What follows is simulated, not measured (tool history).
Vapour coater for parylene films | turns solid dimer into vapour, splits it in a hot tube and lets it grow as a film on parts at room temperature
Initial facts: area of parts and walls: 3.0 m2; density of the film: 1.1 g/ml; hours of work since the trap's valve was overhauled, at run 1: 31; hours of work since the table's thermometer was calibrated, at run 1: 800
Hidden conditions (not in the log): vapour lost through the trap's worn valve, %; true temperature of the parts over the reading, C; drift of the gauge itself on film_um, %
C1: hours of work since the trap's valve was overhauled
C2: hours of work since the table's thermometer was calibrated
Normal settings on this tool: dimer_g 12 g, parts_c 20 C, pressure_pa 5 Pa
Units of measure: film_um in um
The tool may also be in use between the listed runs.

run 1 hour=0 | dimer_g=12 parts_c=20 pressure_pa=5 | C1=31 C2=800 | film_um=2.63
run 2 hour=34.3 | dimer_g=16 parts_c=20 pressure_pa=5 | C1=57 C2=827 | film_um=3.4
run 3 hour=67.2 | dimer_g=16 parts_c=20 pressure_pa=2.65 | C1=83 C2=852 | film_um=3.8
run 4 hour=92.4 | dimer_g=16 parts_c=20 pressure_pa=2.65 | C1=102 C2=871 | film_um=3.69
run 5 hour=115.2 | dimer_g=16 parts_c=20 pressure_pa=2.65 | C1=119 C2=889 | film_um=3.61
run 6 hour=142.2 | dimer_g=16 parts_c=20 pressure_pa=2.65 | C1=140 C2=910 | film_um=3.61
run 7 hour=167.8 | dimer_g=16 parts_c=20 pressure_pa=2.65 | C1=160 C2=929 | film_um=3.62
run 8 hour=198.7 | dimer_g=16 parts_c=20 pressure_pa=2.65 | C1=184 C2=953 | film_um=3.49
run 9 hour=226.3 | dimer_g=16 parts_c=20 pressure_pa=3.29 | C1=205 C2=974 | film_um=3.26
-- hour=244.5 trap's valve overhauled
run 10 hour=258.4 | dimer_g=16 parts_c=21 pressure_pa=3.29 | C1=11 C2=996 | film_um=3.58
run 11 hour=294.3 | dimer_g=16 parts_c=21 pressure_pa=3.29 | C1=38 C2=1023 | film_um=3.5
run 12 hour=330.3 | dimer_g=12 parts_c=20 pressure_pa=5 | C1=66 C2=1051 | film_um=2.49
run 13 hour=366.3 | dimer_g=12 parts_c=20 pressure_pa=5 | C1=94 C2=1079 | film_um=2.45
run 14 hour=393.3 | dimer_g=12 parts_c=20 pressure_pa=5 | C1=114 C2=1100 | film_um=2.45
run 15 hour=412.3 | dimer_g=12 parts_c=20 pressure_pa=5 | C1=129 C2=1114 | film_um=2.39
run 16 hour=437.9 | dimer_g=12 parts_c=20 pressure_pa=5 | C1=149 C2=1134 | film_um=2.36
run 17 hour=473.7 | dimer_g=12 parts_c=12 pressure_pa=5 | C1=176 C2=1161 | film_um=3.19
run 18 hour=508.5 | dimer_g=12 parts_c=20 pressure_pa=5 | C1=203 C2=1188 | film_um=2.25
-- hour=530.8 trap's valve overhauled
run 19 hour=543.1 | dimer_g=12 parts_c=20 pressure_pa=2.04 | C1=9 C2=1212 | film_um=3.02
run 20 hour=565 | dimer_g=12 parts_c=20 pressure_pa=2.04 | C1=26 C2=1228 | film_um=3.05
run 21 hour=599.7 | dimer_g=12 parts_c=20 pressure_pa=2.04 | C1=53 C2=1255 | film_um=2.98
run 22 hour=632.5 | dimer_g=12 parts_c=24 pressure_pa=5 | C1=78 C2=1280 | film_um=2.05
run 23 hour=671.2 | dimer_g=12 parts_c=24 pressure_pa=5 | C1=108 C2=1310 | film_um=1.96
run 24 hour=709 | dimer_g=11 parts_c=13 pressure_pa=2.23 | C1=137 C2=1339 | film_um=2.99
run 25 hour=736.5 | dimer_g=11 parts_c=13 pressure_pa=2.23 | C1=158 C2=1360 | film_um=2.94
run 26 hour=757.1 | dimer_g=5 parts_c=23 pressure_pa=8.27 | C1=174 C2=1376 | film_um=0.78
run 27 hour=774.2 | dimer_g=5 parts_c=23 pressure_pa=8.27 | C1=187 C2=1389 | film_um=0.75
run 28 hour=803 | dimer_g=5 parts_c=16 pressure_pa=2.69 | C1=209 C2=1411 | film_um=1.29
-- hour=817.4 trap's valve overhauled
run 29 hour=844.4 | dimer_g=11 parts_c=14 pressure_pa=5 | C1=21 C2=1440 | film_um=3.12
run 30 hour=862.1 | dimer_g=11 parts_c=14 pressure_pa=5 | C1=34 C2=1454 | film_um=3.04
run 31 hour=896.8 | dimer_g=10 parts_c=14 pressure_pa=5 | C1=61 C2=1480 | film_um=2.76
run 32 hour=930 | dimer_g=21 parts_c=26 pressure_pa=2.25 | C1=87 C2=1506 | film_um=3.76
run 33 hour=971.1 | dimer_g=6 parts_c=15 pressure_pa=7.32 | C1=118 C2=1537 | film_um=1.39
run 34 hour=997.6 | dimer_g=6 parts_c=15 pressure_pa=7.32 | C1=138 C2=1558 | film_um=1.36
run 35 hour=1020.2 | dimer_g=12 parts_c=22 pressure_pa=5 | C1=156 C2=1575 | film_um=2.14
run 36 hour=1055.2 | dimer_g=12 parts_c=22 pressure_pa=5 | C1=183 C2=1602 | film_um=2.08
run 37 hour=1078.4 | dimer_g=12 parts_c=22 pressure_pa=5 | C1=201 C2=1620 | film_um=2.06
run 38 hour=1096.2 | dimer_g=12 parts_c=14 pressure_pa=11.99 | C1=214 C2=1633 | film_um=2.49
-- hour=1103.6 trap's valve overhauled
run 39 hour=1126.8 | dimer_g=5 parts_c=18 pressure_pa=7.08 | C1=18 C2=1654 | film_um=1.11
run 40 hour=1165 | dimer_g=10 parts_c=20 pressure_pa=5 | C1=47 C2=1683 | film_um=2.11
run 41 hour=1189.2 | dimer_g=16 parts_c=12 pressure_pa=4.34 | C1=66 C2=1702 | film_um=4.52
run 42 hour=1208.2 | dimer_g=16 parts_c=12 pressure_pa=4.34 | C1=80 C2=1716 | film_um=4.55
run 43 hour=1245.2 | dimer_g=12 parts_c=21 pressure_pa=11.65 | C1=109 C2=1745 | film_um=1.94
run 44 hour=1268.7 | dimer_g=6 parts_c=14 pressure_pa=3.03 | C1=127 C2=1763 | film_um=1.63
run 45 hour=1301.9 | dimer_g=8 parts_c=14 pressure_pa=3.09 | C1=152 C2=1788 | film_um=2.15
run 46 hour=1342 | dimer_g=12 parts_c=20 pressure_pa=2.8 | C1=183 C2=1819 | film_um=2.53

For each entry between runs, how does the tool's hidden state at the last listed run before it compare with that at the first listed run after it?
From run 9 to run 10: trap's valve overhauled (hour 244.5)
  vapour lost through the trap's worn valve, %: 13.1 -> 0.9; true temperature of the parts over the reading, C: 0.6 -> 0.61
  measured minus no-state result, film_um: -0.6 -> -0.14 um
From run 18 to run 19: trap's valve overhauled (hour 530.8)
  vapour lost through the trap's worn valve, %: 13.5 -> 0.8; true temperature of the parts over the reading, C: 0.71 -> 0.72
  measured minus no-state result, film_um: -0.45 -> -0.14 um
From run 28 to run 29: trap's valve overhauled (hour 817.4)
  vapour lost through the trap's worn valve, %: 13.7 -> 1.6; true temperature of the parts over the reading, C: 0.82 -> 0.84
  measured minus no-state result, film_um: -0.21 -> -0.13 um
From run 38 to run 39: trap's valve overhauled (hour 1103.6)
  vapour lost through the trap's worn valve, %: 14.4 -> 1.2; true temperature of the parts over the reading, C: 0.94 -> 0.95
  measured minus no-state result, film_um: -0.55 -> -0.07 um

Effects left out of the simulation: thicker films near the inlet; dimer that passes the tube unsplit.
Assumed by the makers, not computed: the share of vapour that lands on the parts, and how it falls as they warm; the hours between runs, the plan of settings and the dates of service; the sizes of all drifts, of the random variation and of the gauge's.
